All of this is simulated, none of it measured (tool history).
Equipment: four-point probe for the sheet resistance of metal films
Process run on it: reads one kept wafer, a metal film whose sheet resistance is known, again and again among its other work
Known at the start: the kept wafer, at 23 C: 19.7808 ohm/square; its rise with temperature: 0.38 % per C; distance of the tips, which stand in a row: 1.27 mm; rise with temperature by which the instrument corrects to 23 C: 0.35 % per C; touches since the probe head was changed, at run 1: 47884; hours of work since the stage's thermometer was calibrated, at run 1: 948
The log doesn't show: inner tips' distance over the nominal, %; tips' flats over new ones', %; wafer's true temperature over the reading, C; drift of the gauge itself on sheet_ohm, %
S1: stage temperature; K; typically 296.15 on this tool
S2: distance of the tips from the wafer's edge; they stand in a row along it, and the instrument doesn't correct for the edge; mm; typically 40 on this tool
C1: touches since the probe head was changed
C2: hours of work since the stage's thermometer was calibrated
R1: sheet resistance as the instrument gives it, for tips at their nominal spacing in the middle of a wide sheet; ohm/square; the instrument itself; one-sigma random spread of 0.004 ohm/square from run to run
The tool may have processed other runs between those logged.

Run 1, hour 0.0: usual settings; C1 47884; C2 948. Result: R1 19.664525 ohm/square.
Run 2, hour 17.2: usual settings but S1 297.15 K; C1 48779; C2 961. Result: R1 19.669470 ohm/square.
Run 3, hour 31.0: usual settings but S1 297.15 K; C1 49495; C2 972. Result: R1 19.677721 ohm/square.
Run 4, hour 49.1: usual settings but S1 297.15 K; C1 50433; C2 986. Result: R1 19.664948 ohm/square.
Run 5, hour 66.6: usual settings but S1 297.15 K; C1 51342; C2 1000. Result: R1 19.668867 ohm/square.
Run 6, hour 81.3: usual settings but S1 297.15 K; C1 52105; C2 1012. Result: R1 19.671262 ohm/square.
Run 7, hour 91.6: usual settings but S1 297.15 K; C1 52640; C2 1020. Result: R1 19.659842 ohm/square.
Run 8, hour 110.1: usual settings but S1 297.15 K; C1 53601; C2 1034. Result: R1 19.659047 ohm/square.
Run 9, hour 128.9: usual settings but S1 297.15 K; C1 54577; C2 1049. Result: R1 19.662488 ohm/square.
Run 10, hour 148.0: usual settings; C1 55568; C2 1064. Result: R1 19.654220 ohm/square.
Run 11, hour 165.7: usual settings; C1 56486; C2 1078. Result: R1 19.649480 ohm/square.
Run 12, hour 188.4: usual settings but S1 294.15 K; C1 57663; C2 1096. Result: R1 19.639000 ohm/square.
Run 13, hour 198.6: usual settings but S1 294.15 K; C1 58190; C2 1104. Result: R1 19.643062 ohm/square.
Run 14, hour 213.3: usual settings but S1 300.15 K; C1 58956; C2 1116. Result: R1 19.671450 ohm/square.
Run 15, hour 224.8: usual settings but S1 300.15 K; C1 59551; C2 1125. Result: R1 19.667664 ohm/square.
Run 16, hour 242.3: usual settings but S1 301.15 K, S2 17 mm; C1 60463; C2 1138. Result: R1 19.720530 ohm/square.
Run 17, hour 254.2: usual settings but S1 293.15 K, S2 37 mm; C1 61077; C2 1148. Result: R1 19.632016 ohm/square.

Predict the results of run 18:
Run 18, hour 268.5: usual settings but S1 292.15 K, S2 12 mm; C1 61822; C2 1159. Result: R1 ?.

R1: 19.726077 ohm/square
Without the tool's hidden state the same run would have given R1 19.875839 ohm/square.
